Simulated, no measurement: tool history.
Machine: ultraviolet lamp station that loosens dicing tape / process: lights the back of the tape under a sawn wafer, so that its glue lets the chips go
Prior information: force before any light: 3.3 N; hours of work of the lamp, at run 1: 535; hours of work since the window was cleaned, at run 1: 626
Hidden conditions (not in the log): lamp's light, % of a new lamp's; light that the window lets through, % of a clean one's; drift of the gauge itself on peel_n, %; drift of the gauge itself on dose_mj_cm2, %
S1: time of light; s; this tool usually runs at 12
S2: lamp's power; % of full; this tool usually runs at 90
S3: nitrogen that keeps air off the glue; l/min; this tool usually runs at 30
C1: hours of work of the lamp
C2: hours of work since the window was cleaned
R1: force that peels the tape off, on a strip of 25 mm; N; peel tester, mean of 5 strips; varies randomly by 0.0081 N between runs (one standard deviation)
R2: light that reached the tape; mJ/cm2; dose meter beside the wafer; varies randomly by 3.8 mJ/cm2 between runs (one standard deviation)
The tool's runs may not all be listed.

Run 1, hour 0.0: usual settings; C1 535; C2 626. Result: R1 0.451 N, R2 531 mJ/cm2.
At hour 13.3: window cleaned of glue's vapour.
Run 2, hour 28.1: usual settings; C1 549; C2 8. Result: R1 0.503 N, R2 484 mJ/cm2.
Run 3, hour 76.4: usual settings; C1 573; C2 32. Result: R1 0.512 N, R2 489 mJ/cm2.
Run 4, hour 118.4: usual settings; C1 595; C2 54. Result: R1 0.542 N, R2 487 mJ/cm2.
Run 5, hour 163.7: usual settings; C1 618; C2 77. Result: R1 0.540 N, R2 482 mJ/cm2.
Run 6, hour 217.0: usual settings; C1 645; C2 104. Result: R1 0.553 N, R2 474 mJ/cm2.
At hour 231.6: window cleaned of glue's vapour, once more.
Run 7, hour 261.9: usual settings; C1 668; C2 15. Result: R1 0.364 N, R2 591 mJ/cm2.
Run 8, hour 297.4: usual settings; C1 686; C2 34. Result: R1 0.372 N, R2 587 mJ/cm2.
Run 9, hour 325.9: usual settings; C1 700; C2 48. Result: R1 0.382 N, R2 585 mJ/cm2.
Run 10, hour 375.6: usual settings; C1 725; C2 73. Result: R1 0.394 N, R2 580 mJ/cm2.
Run 11, hour 416.7: usual settings but S3 53 l/min; C1 746; C2 94. Result: R1 0.261 N, R2 571 mJ/cm2.
Run 12, hour 468.5: usual settings but S3 53 l/min; C1 773; C2 121. Result: R1 0.284 N, R2 573 mJ/cm2.
Run 13, hour 510.2: usual settings but S3 15 l/min; C1 794; C2 142. Result: R1 0.619 N, R2 565 mJ/cm2.
Run 14, hour 534.3: usual settings but S3 15 l/min; C1 806; C2 154. Result: R1 0.637 N, R2 564 mJ/cm2.
Run 15, hour 560.8: usual settings but S3 15 l/min; C1 820; C2 168. Result: R1 0.618 N, R2 566 mJ/cm2.
Run 16, hour 586.5: usual settings but S3 48 l/min; C1 833; C2 181. Result: R1 0.304 N, R2 559 mJ/cm2.
Run 17, hour 626.7: usual settings but S1 16 s, S2 69 % of full, S3 48 l/min; C1 853; C2 201. Result: R1 0.294 N, R2 575 mJ/cm2.
Run 18, hour 659.6: usual settings but S1 16 s, S2 69 % of full, S3 48 l/min; C1 870; C2 218. Result: R1 0.304 N, R2 558 mJ/cm2.
Run 19, hour 714.2: usual settings but S1 7 s; C1 898; C2 246. Result: R1 0.984 N, R2 324 mJ/cm2.
Run 20, hour 762.7: usual settings but S1 8 s, S3 15 l/min; C1 923; C2 271. Result: R1 1.070 N, R2 364 mJ/cm2.
Run 21, hour 811.4: usual settings but S1 9 s, S2 63 % of full, S3 11 l/min; C1 947; C2 295. Result: R1 1.532 N, R2 287 mJ/cm2.
Run 22, hour 843.4: usual settings but S1 9 s, S2 63 % of full, S3 11 l/min; C1 964; C2 312. Result: R1 1.587 N, R2 283 mJ/cm2.
Run 23, hour 898.2: usual settings but S1 23 s, S2 65 % of full, S3 28 l/min; C1 992; C2 340. Result: R1 0.241 N, R2 739 mJ/cm2.
Run 24, hour 944.7: usual settings but S2 64 % of full, S3 43 l/min; C1 1015; C2 363. Result: R1 0.651 N, R2 384 mJ/cm2.
Run 25, hour 991.6: usual settings but S2 64 % of full, S3 43 l/min; C1 1039; C2 387. Result: R1 0.675 N, R2 371 mJ/cm2.
Run 26, hour 1017.8: usual settings but S1 13 s, S2 93 % of full, S3 54 l/min; C1 1053; C2 401. Result: R1 0.263 N, R2 590 mJ/cm2.
Run 27, hour 1052.6: usual settings but S1 13 s, S2 93 % of full, S3 54 l/min; C1 1070; C2 418. Result: R1 0.261 N, R2 591 mJ/cm2.
Run 28, hour 1091.5: usual settings but S2 73 % of full; C1 1090; C2 438. Result: R1 0.660 N, R2 423 mJ/cm2.
Run 29, hour 1114.7: usual settings but S1 10 s, S2 77 % of full; C1 1102; C2 450. Result: R1 0.802 N, R2 370 mJ/cm2.
Run 30, hour 1152.2: usual settings but S3 60 l/min; C1 1121; C2 469. Result: R1 0.321 N, R2 514 mJ/cm2.
Run 31, hour 1203.0: usual settings but S2 62 % of full; C1 1147; C2 495. Result: R1 0.851 N, R2 351 mJ/cm2.
Run 32, hour 1248.7: usual settings but S2 62 % of full; C1 1170; C2 518. Result: R1 0.863 N, R2 347 mJ/cm2.

Some steps in R1 between neighbouring runs. How much of each would the tool show without its hidden state too (settings, what came in, random variation), and how much is left for the hidden state, with any gauge scatter that isn't in both results?
Run 6 -> 7: window cleaned of glue's vapour, once more. R1 -0.189 N: hidden state -0.183, all else -0.006.
Run 18 -> 19: S1 16 -> 7, S2 69 -> 90, S3 48 -> 30. R1 +0.680 N: hidden state +0.097, all else +0.583.
Run 22 -> 23: S1 9 -> 23, S2 63 -> 65, S3 11 -> 28. R1 -1.346 N: hidden state -0.130, all else -1.216.
Run 30 -> 31: S2 90 -> 62, S3 60 -> 30. R1 +0.530 N: hidden state +0.122, all else +0.408.
